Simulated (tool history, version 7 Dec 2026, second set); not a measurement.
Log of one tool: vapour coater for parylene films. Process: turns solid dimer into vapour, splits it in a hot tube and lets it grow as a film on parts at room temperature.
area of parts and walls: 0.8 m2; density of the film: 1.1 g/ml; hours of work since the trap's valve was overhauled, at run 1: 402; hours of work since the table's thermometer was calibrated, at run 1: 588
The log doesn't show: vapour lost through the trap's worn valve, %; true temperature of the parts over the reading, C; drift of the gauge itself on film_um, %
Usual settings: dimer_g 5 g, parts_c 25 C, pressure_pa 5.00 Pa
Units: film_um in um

run	hour	dimer_g	parts_c	pressure_pa	hours of work since the trap's valve was overhauled	hours of work since the table's thermometer was calibrated	film_um
1	0.0	5	25	5.00	402	588	3.97
# hour 17.3: trap's valve overhauled
2	28.9	5	25	5.00	5	598	4.54
3	68.9	5	25	5.00	21	614	4.47
4	109.8	4	25	5.00	37	630	3.55
5	148.0	4	19	5.00	53	646	4.39
6	173.5	4	36	5.00	63	656	2.28
7	201.6	4	36	5.00	75	668	2.25
8	242.7	4	36	4.12	91	684	2.26
9	289.8	4	36	4.12	110	703	2.28
10	313.0	4	36	9.58	120	713	2.11
11	335.8	5	34	5.00	129	722	3.00
12	380.2	5	34	5.00	147	740	2.98
# hour 386.0: table's thermometer calibrated
13	418.8	5	20	4.75	162	13	5.30
14	453.0	5	20	4.75	176	27	5.24
15	474.7	5	20	5.00	185	36	5.11
16	524.5	5	27	5.00	205	56	3.93
17	550.9	5	27	5.00	216	67	3.92
# hour 585.6: table's thermometer calibrated, once more
18	593.8	4	21	4.35	232	3	3.97
19	640.8	4	21	4.35	252	22	3.94

How the hidden state differs across the entries between the runs, from the last listed run before each to the first after it:
Between runs 1 and 2: trap's valve overhauled (hour 17.3)
  vapour lost through the trap's worn valve, %: 13.1 -> 0.8; true temperature of the parts over the reading, C: -0.23 -> -0.24
  measured less the result without the state, film_um: -0.55 -> +0.01 um
Between runs 12 and 13: table's thermometer calibrated (hour 386.0)
  vapour lost through the trap's worn valve, %: 5.4 -> 5.9; true temperature of the parts over the reading, C: -0.33 -> -0.45
  measured less the result without the state, film_um: -0.13 -> -0.33 um
Between runs 17 and 18: table's thermometer calibrated, once more (hour 585.6)
  vapour lost through the trap's worn valve, %: 7.7 -> 8.3; true temperature of the parts over the reading, C: -0.48 -> -0.01
  measured less the result without the state, film_um: -0.24 -> -0.36 um
